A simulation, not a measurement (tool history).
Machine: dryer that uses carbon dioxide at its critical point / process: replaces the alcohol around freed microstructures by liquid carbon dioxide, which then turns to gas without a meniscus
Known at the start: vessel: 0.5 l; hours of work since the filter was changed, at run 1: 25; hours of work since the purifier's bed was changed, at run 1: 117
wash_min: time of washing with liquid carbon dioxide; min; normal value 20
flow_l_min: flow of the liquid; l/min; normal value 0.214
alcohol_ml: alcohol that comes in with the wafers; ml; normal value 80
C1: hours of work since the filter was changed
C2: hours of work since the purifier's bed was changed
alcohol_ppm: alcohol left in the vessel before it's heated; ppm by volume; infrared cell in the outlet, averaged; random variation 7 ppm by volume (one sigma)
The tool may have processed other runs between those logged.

Run 1, hour 0.0: usual settings; C1 25; C2 117. Result: alcohol_ppm 397 ppm by volume.
Run 2, hour 8.0: usual settings but alcohol_ml 100 ml; C1 28; C2 120. Result: alcohol_ppm 514 ppm by volume.
Run 3, hour 13.3: usual settings but alcohol_ml 100 ml; C1 30; C2 122. Result: alcohol_ppm 504 ppm by volume.
Run 4, hour 18.9: usual settings but flow_l_min 0.255 l/min, alcohol_ml 100 ml; C1 32; C2 124. Result: alcohol_ppm 186 ppm by volume.
Run 5, hour 23.9: usual settings but flow_l_min 0.255 l/min, alcohol_ml 100 ml; C1 34; C2 125. Result: alcohol_ppm 201 ppm by volume.
Run 6, hour 28.9: usual settings but flow_l_min 0.255 l/min, alcohol_ml 100 ml; C1 36; C2 127. Result: alcohol_ppm 205 ppm by volume.
Run 7, hour 37.1: usual settings but flow_l_min 0.255 l/min, alcohol_ml 106 ml; C1 39; C2 130. Result: alcohol_ppm 204 ppm by volume.
Run 8, hour 46.2: usual settings but flow_l_min 0.255 l/min, alcohol_ml 106 ml; C1 42; C2 134. Result: alcohol_ppm 213 ppm by volume.
Run 9, hour 54.0: usual settings but flow_l_min 0.252 l/min; C1 45; C2 137. Result: alcohol_ppm 186 ppm by volume.
Run 10, hour 61.6: usual settings; C1 48; C2 140. Result: alcohol_ppm 433 ppm by volume.
Run 11, hour 71.4: usual settings but wash_min 17 min; C1 52; C2 143. Result: alcohol_ppm 1028 ppm by volume.
Run 12, hour 77.4: usual settings but alcohol_ml 68 ml; C1 54; C2 145. Result: alcohol_ppm 382 ppm by volume.
Run 13, hour 82.7: usual settings but wash_min 18 min, flow_l_min 0.215 l/min, alcohol_ml 40 ml; C1 56; C2 147. Result: alcohol_ppm 415 ppm by volume.
Run 14, hour 88.6: usual settings but wash_min 15 min, flow_l_min 0.144 l/min, alcohol_ml 90 ml; C1 58; C2 150. Result: alcohol_ppm 8518 ppm by volume.
Run 15, hour 97.2: usual settings but wash_min 19 min, flow_l_min 0.138 l/min, alcohol_ml 64 ml; C1 61; C2 153. Result: alcohol_ppm 3280 ppm by volume.
Run 16, hour 105.4: usual settings but wash_min 17 min, flow_l_min 0.356 l/min, alcohol_ml 113 ml; C1 64; C2 156. Result: alcohol_ppm 109 ppm by volume.
Run 17, hour 111.6: usual settings but wash_min 16 min; C1 67; C2 158. Result: alcohol_ppm 1364 ppm by volume.
Run 18, hour 121.4: usual settings but wash_min 16 min; C1 70; C2 162. Result: alcohol_ppm 1422 ppm by volume.
Run 19, hour 130.3: usual settings but wash_min 22 min, flow_l_min 0.286 l/min; C1 74; C2 165. Result: alcohol_ppm 85 ppm by volume.
Run 20, hour 140.3: usual settings but wash_min 14 min, flow_l_min 0.300 l/min; C1 77; C2 169. Result: alcohol_ppm 573 ppm by volume.
Run 21, hour 145.5: usual settings but wash_min 21 min, flow_l_min 0.197 l/min, alcohol_ml 22 ml; C1 79; C2 171. Result: alcohol_ppm 206 ppm by volume.

How would selected steps in alcohol_ppm from run to run divide? Give the signed amount a tool lacking its hidden state would still show from settings, what came in and random variation, and the signed amount left for the hidden state, including any gauge scatter that is not in both of the compared results.
Hidden state present: flow that reaches the vessel past the clogged filter, %; alcohol in the recycled carbon dioxide, ppm; drift of the gauge itself on alcohol_ppm, %.
Run 13 -> 14: wash_min 18 -> 15, flow_l_min 0.215 -> 0.144, alcohol_ml 40 -> 90. alcohol_ppm +8103 ppm by volume: hidden state +802, all else +7301.
Run 14 -> 15: wash_min 15 -> 19, flow_l_min 0.144 -> 0.138, alcohol_ml 90 -> 64. alcohol_ppm -5238 ppm by volume: hidden state -449, all else -4789.
